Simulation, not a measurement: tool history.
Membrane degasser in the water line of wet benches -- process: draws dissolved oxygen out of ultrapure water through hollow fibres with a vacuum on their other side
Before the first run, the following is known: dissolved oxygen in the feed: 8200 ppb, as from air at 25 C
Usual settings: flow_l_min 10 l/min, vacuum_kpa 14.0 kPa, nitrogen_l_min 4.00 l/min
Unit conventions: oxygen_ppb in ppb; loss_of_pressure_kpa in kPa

Run 1, hour 0.0: usual settings. Result: oxygen_ppb 182.0 ppb, loss_of_pressure_kpa 71.38 kPa.
Run 2, hour 96.6: usual settings. Result: oxygen_ppb 180.6 ppb, loss_of_pressure_kpa 71.57 kPa.
Run 3, hour 186.5: usual settings but vacuum_kpa 8.5 kPa. Result: oxygen_ppb 151.3 ppb, loss_of_pressure_kpa 71.86 kPa.
Run 4, hour 319.6: usual settings but vacuum_kpa 8.5 kPa. Result: oxygen_ppb 150.9 ppb, loss_of_pressure_kpa 71.94 kPa.
Run 5, hour 488.9: usual settings but vacuum_kpa 8.5 kPa. Result: oxygen_ppb 149.4 ppb, loss_of_pressure_kpa 71.94 kPa.
Run 6, hour 616.1: usual settings but vacuum_kpa 8.5 kPa. Result: oxygen_ppb 149.5 ppb, loss_of_pressure_kpa 71.86 kPa.
Run 7, hour 739.4: usual settings but vacuum_kpa 8.5 kPa. Result: oxygen_ppb 151.5 ppb, loss_of_pressure_kpa 71.79 kPa.
Run 8, hour 884.3: usual settings but vacuum_kpa 8.5 kPa. Result: oxygen_ppb 150.0 ppb, loss_of_pressure_kpa 72.10 kPa.
Run 9, hour 1043.8: usual settings. Result: oxygen_ppb 183.6 ppb, loss_of_pressure_kpa 72.36 kPa.
Run 10, hour 1132.6: usual settings but vacuum_kpa 9.2 kPa. Result: oxygen_ppb 156.9 ppb, loss_of_pressure_kpa 72.21 kPa.
Run 11, hour 1310.4: usual settings but nitrogen_l_min 3.25 l/min. Result: oxygen_ppb 199.7 ppb, loss_of_pressure_kpa 72.41 kPa.
Run 12, hour 1489.4: usual settings but nitrogen_l_min 3.25 l/min. Result: oxygen_ppb 204.3 ppb, loss_of_pressure_kpa 72.05 kPa.
Run 13, hour 1635.0: usual settings but flow_l_min 12 l/min. Result: oxygen_ppb 264.9 ppb, loss_of_pressure_kpa 87.28 kPa.
Run 14, hour 1742.6: usual settings. Result: oxygen_ppb 189.3 ppb, loss_of_pressure_kpa 72.39 kPa.
Run 15, hour 1877.2: usual settings. Result: oxygen_ppb 185.6 ppb, loss_of_pressure_kpa 72.56 kPa.
At hour 1889.1: vacuum gauge calibrated.
Run 16, hour 1951.4: usual settings but nitrogen_l_min 9.92 l/min. Result: oxygen_ppb 151.4 ppb, loss_of_pressure_kpa 72.39 kPa.
Run 17, hour 2035.1: usual settings but nitrogen_l_min 9.92 l/min. Result: oxygen_ppb 147.5 ppb, loss_of_pressure_kpa 72.70 kPa.

Expected results for the next run?
Run 18, hour 2117.8: usual settings but nitrogen_l_min 9.92 l/min. Result: oxygen_ppb ?, loss_of_pressure_kpa ?.

{"run 18": {"oxygen_ppb": 148.9, "loss_of_pressure_kpa": 72.61}}
The same run, on a tool lacking any hidden state, would have yielded oxygen_ppb 127.5 ppb, loss_of_pressure_kpa 69.58 kPa.
